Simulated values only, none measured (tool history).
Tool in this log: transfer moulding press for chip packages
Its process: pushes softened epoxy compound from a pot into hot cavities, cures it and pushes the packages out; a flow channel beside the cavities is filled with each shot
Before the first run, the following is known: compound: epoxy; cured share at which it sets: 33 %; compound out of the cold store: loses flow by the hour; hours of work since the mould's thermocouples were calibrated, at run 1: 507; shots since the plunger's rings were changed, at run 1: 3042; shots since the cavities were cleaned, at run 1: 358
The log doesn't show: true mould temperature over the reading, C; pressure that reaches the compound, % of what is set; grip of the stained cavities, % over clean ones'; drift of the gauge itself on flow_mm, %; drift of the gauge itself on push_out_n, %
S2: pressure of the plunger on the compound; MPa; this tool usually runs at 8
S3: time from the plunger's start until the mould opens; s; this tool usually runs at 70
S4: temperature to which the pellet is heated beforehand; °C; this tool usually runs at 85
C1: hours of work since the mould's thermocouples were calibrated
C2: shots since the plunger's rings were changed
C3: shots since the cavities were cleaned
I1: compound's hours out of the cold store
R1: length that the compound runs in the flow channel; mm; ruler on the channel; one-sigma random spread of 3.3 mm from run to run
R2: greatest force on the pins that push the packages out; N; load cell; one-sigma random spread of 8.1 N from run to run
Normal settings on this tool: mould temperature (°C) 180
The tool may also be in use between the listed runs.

Run 1, day 0: usual settings; C1 507; C2 3042; C3 358; I1 42.5. Result: R1 731 mm, R2 340 N.
At day 1.112: cavities cleaned with cleaning compound and waxed.
At day 1.508: mould's thermocouples calibrated.
At day 1.888: plunger's sealing rings changed.
Run 2, day 2.496: usual settings; C1 15; C2 283; C3 559; I1 30.4. Result: R1 760 mm, R2 341 N.
At day 3.292: cavities cleaned with cleaning compound and waxed.
Run 3, day 4.767: usual settings; C1 54; C2 1316; C3 689; I1 19.5. Result: R1 795 mm, R2 342 N.
At day 5.271: cavities cleaned with cleaning compound and waxed.
Run 4, day 6.775: usual settings; C1 88; C2 2225; C3 703; I1 43.5. Result: R1 730 mm, R2 334 N.
At day 7.179: cavities cleaned with cleaning compound and waxed.
At day 9.171: cavities cleaned with cleaning compound and waxed.
At day 10.221: plunger's sealing rings changed.
Run 5, day 10.221: usual settings; C1 144; C2 0; C3 441; I1 43.1. Result: R1 728 mm, R2 343 N.
At day 11.212: cavities cleaned with cleaning compound and waxed.
At day 13.188: cavities cleaned with cleaning compound and waxed.
Run 6, day 13.238: usual settings; C1 195; C2 1353; C3 24; I1 15.8. Result: R1 801 mm, R2 355 N.
At day 15.154: cavities cleaned with cleaning compound and waxed.
Run 7, day 16.654: usual settings but S4 87 °C; C1 253; C2 2920; C3 702; I1 46.3. Result: R1 721 mm, R2 337 N.
At day 17.108: cavities cleaned with cleaning compound and waxed.
At day 18.617: plunger's sealing rings changed.
Run 8, day 18.617: usual settings but S4 87 °C; C1 284; C2 0; C3 658; I1 25.5. Result: R1 773 mm, R2 343 N.
At day 19.154: cavities cleaned with cleaning compound and waxed.
Run 9, day 20.412: usual settings but S4 87 °C; C1 315; C2 810; C3 589; I1 25.9. Result: R1 771 mm, R2 336 N.
At day 20.996: cavities cleaned with cleaning compound and waxed.
At day 22.879: cavities cleaned with cleaning compound and waxed.
Run 10, day 22.879: usual settings but S4 78 °C; C1 356; C2 1904; C3 0; I1 32.1. Result: R1 762 mm, R2 340 N.
At day 24.712: cavities cleaned with cleaning compound and waxed.
Run 11, day 26.221: usual settings; C1 413; C2 3437; C3 705; I1 33.7. Result: R1 754 mm, R2 335 N.
At day 26.675: cavities cleaned with cleaning compound and waxed.
At day 27.042: plunger's sealing rings changed.
At day 28.667: cavities cleaned with cleaning compound and waxed.
Run 12, day 28.667: usual settings; C1 452; C2 732; C3 0; I1 33.5. Result: R1 751 mm, R2 338 N.
At day 30.554: cavities cleaned with cleaning compound and waxed.
Run 13, day 31.975: usual settings; C1 508; C2 2249; C3 664; I1 13.9. Result: R1 800 mm, R2 342 N.
At day 32.6: cavities cleaned with cleaning compound and waxed.
At day 33.433: mould's thermocouples calibrated.
At day 34.675: cavities cleaned with cleaning compound and waxed.
Run 14, day 34.829: usual settings; C1 23; C2 3485; C3 71; I1 16.5. Result: R1 801 mm, R2 335 N.
At day 35.488: plunger's sealing rings changed.
At day 36.788: cavities cleaned with cleaning compound and waxed.
Run 15, day 37.604: usual settings but mould temperature (°C) 187, S2 9.76 MPa, S3 74 s, S4 77 °C; C1 69; C2 959; C3 381; I1 13.4. Result: R1 875 mm, R2 256 N.
At day 38.817: cavities cleaned with cleaning compound and waxed.
At day 40.754: cavities cleaned with cleaning compound and waxed.
Run 16, day 40.808: usual settings but S3 71 s, S4 86 °C; C1 123; C2 2399; C3 26; I1 19.7. Result: R1 792 mm, R2 310 N.

Run 17 comes next. What will it give?
At day 42.858: cavities cleaned with cleaning compound and waxed.
At day 44: plunger's sealing rings changed.
Run 17, day 44.671: usual settings but S3 71 s, S4 86 °C; C1 187; C2 313; C3 798; I1 36.4. Result: R1 ?, R2 ?.

{"run 17": {"R1": 745, "R2": 321}}
Without the tool's hidden state the same run would have given R1 745 mm, R2 316 N.

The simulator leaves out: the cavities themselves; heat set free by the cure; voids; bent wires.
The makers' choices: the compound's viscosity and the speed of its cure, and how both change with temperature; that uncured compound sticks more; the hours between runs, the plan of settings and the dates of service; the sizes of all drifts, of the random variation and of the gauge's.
